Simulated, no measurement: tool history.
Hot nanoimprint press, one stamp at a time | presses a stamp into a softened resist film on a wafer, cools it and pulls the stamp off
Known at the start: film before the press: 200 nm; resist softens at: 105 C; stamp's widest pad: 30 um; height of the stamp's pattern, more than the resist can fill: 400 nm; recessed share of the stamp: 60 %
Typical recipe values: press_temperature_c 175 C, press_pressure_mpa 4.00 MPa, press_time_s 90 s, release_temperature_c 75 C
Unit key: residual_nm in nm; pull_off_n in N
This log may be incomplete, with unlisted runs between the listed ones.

run 1 day=0.000 | press_temperature_c=175 press_pressure_mpa=4.00 press_time_s=90 release_temperature_c=75 | residual_nm=84.8 pull_off_n=138
run 2 day=0.646 | press_temperature_c=175 press_pressure_mpa=4.00 press_time_s=90 release_temperature_c=75 | residual_nm=84.9 pull_off_n=141
run 3 day=1.283 | press_temperature_c=175 press_pressure_mpa=4.00 press_time_s=90 release_temperature_c=75 | residual_nm=85.2 pull_off_n=137
run 4 day=1.638 | press_temperature_c=175 press_pressure_mpa=4.00 press_time_s=90 release_temperature_c=80 | residual_nm=85.0 pull_off_n=123
run 5 day=1.962 | press_temperature_c=175 press_pressure_mpa=4.00 press_time_s=90 release_temperature_c=80 | residual_nm=84.8 pull_off_n=122
run 6 day=2.771 | press_temperature_c=175 press_pressure_mpa=4.00 press_time_s=90 release_temperature_c=75 | residual_nm=85.0 pull_off_n=140
run 7 day=3.296 | press_temperature_c=182 press_pressure_mpa=4.00 press_time_s=90 release_temperature_c=75 | residual_nm=68.8 pull_off_n=139
run 8 day=3.721 | press_temperature_c=182 press_pressure_mpa=2.58 press_time_s=90 release_temperature_c=75 | residual_nm=83.3 pull_off_n=143
run 9 day=4.125 | press_temperature_c=182 press_pressure_mpa=2.58 press_time_s=90 release_temperature_c=75 | residual_nm=82.8 pull_off_n=143
run 10 day=4.617 | press_temperature_c=182 press_pressure_mpa=2.58 press_time_s=172 release_temperature_c=75 | residual_nm=62.0 pull_off_n=144
-- day=5.046 stamp cleaned and given a new release coat
run 11 day=5.600 | press_temperature_c=182 press_pressure_mpa=2.58 press_time_s=172 release_temperature_c=75 | residual_nm=62.6 pull_off_n=105
run 12 day=6.167 | press_temperature_c=175 press_pressure_mpa=4.00 press_time_s=90 release_temperature_c=75 | residual_nm=84.4 pull_off_n=107
run 13 day=6.858 | press_temperature_c=175 press_pressure_mpa=4.18 press_time_s=90 release_temperature_c=75 | residual_nm=83.1 pull_off_n=110
run 14 day=7.558 | press_temperature_c=175 press_pressure_mpa=4.00 press_time_s=90 release_temperature_c=67 | residual_nm=84.1 pull_off_n=126
run 15 day=8.196 | press_temperature_c=175 press_pressure_mpa=4.00 press_time_s=90 release_temperature_c=75 | residual_nm=84.5 pull_off_n=111
run 16 day=8.888 | press_temperature_c=174 press_pressure_mpa=4.79 press_time_s=90 release_temperature_c=75 | residual_nm=80.8 pull_off_n=107
run 17 day=9.608 | press_temperature_c=174 press_pressure_mpa=4.21 press_time_s=90 release_temperature_c=70 | residual_nm=85.1 pull_off_n=123
run 18 day=10.071 | press_temperature_c=164 press_pressure_mpa=2.53 press_time_s=90 release_temperature_c=68 | residual_nm=134.9 pull_off_n=131
run 19 day=10.633 | press_temperature_c=175 press_pressure_mpa=4.00 press_time_s=140 release_temperature_c=75 | residual_nm=69.3 pull_off_n=112
run 20 day=11.075 | press_temperature_c=168 press_pressure_mpa=4.76 press_time_s=46 release_temperature_c=60 | residual_nm=123.0 pull_off_n=153
-- day=11.242 plate thermocouple calibrated
run 21 day=11.792 | press_temperature_c=168 press_pressure_mpa=4.76 press_time_s=46 release_temperature_c=60 | residual_nm=122.4 pull_off_n=159
run 22 day=12.488 | press_temperature_c=184 press_pressure_mpa=5.71 press_time_s=94 release_temperature_c=74 | residual_nm=53.1 pull_off_n=114
run 23 day=13.125 | press_temperature_c=184 press_pressure_mpa=5.71 press_time_s=94 release_temperature_c=74 | residual_nm=53.6 pull_off_n=115
run 24 day=13.454 | press_temperature_c=165 press_pressure_mpa=5.73 press_time_s=94 release_temperature_c=74 | residual_nm=97.8 pull_off_n=114
run 25 day=14.246 | press_temperature_c=175 press_pressure_mpa=2.50 press_time_s=90 release_temperature_c=75 | residual_nm=100.1 pull_off_n=115
-- day=14.758 plate thermocouple calibrated, once more
run 26 day=14.962 | press_temperature_c=175 press_pressure_mpa=3.69 press_time_s=60 release_temperature_c=75 | residual_nm=103.8 pull_off_n=119
run 27 day=15.542 | press_temperature_c=164 press_pressure_mpa=4.05 press_time_s=50 release_temperature_c=75 | residual_nm=139.9 pull_off_n=119
run 28 day=16.258 | press_temperature_c=175 press_pressure_mpa=5.82 press_time_s=57 release_temperature_c=75 | residual_nm=88.4 pull_off_n=120
run 29 day=16.921 | press_temperature_c=175 press_pressure_mpa=5.82 press_time_s=105 release_temperature_c=61 | residual_nm=68.4 pull_off_n=165
run 30 day=17.262 | press_temperature_c=175 press_pressure_mpa=5.82 press_time_s=105 release_temperature_c=71 | residual_nm=67.9 pull_off_n=133

Forecast each of these 3 alternatives for the next run:
run A day=17.854 | press_temperature_c=166 press_pressure_mpa=2.46 press_time_s=105 release_temperature_c=71 | residual_nm=? pull_off_n=?
run B day=17.854 | press_temperature_c=175 press_pressure_mpa=4.29 press_time_s=105 release_temperature_c=75 | residual_nm=? pull_off_n=?
run C day=17.854 | press_temperature_c=175 press_pressure_mpa=2.60 press_time_s=105 release_temperature_c=80 | residual_nm=? pull_off_n=?

run=A residual_nm=124.8 pull_off_n=133
run=B residual_nm=77.4 pull_off_n=118
run=C residual_nm=94.7 pull_off_n=108
Stripped of hidden state, with their random variation kept, the same runs would have yielded:
run=A residual_nm=124.8 pull_off_n=116
run=B residual_nm=77.2 pull_off_n=103
run=C residual_nm=94.7 pull_off_n=95

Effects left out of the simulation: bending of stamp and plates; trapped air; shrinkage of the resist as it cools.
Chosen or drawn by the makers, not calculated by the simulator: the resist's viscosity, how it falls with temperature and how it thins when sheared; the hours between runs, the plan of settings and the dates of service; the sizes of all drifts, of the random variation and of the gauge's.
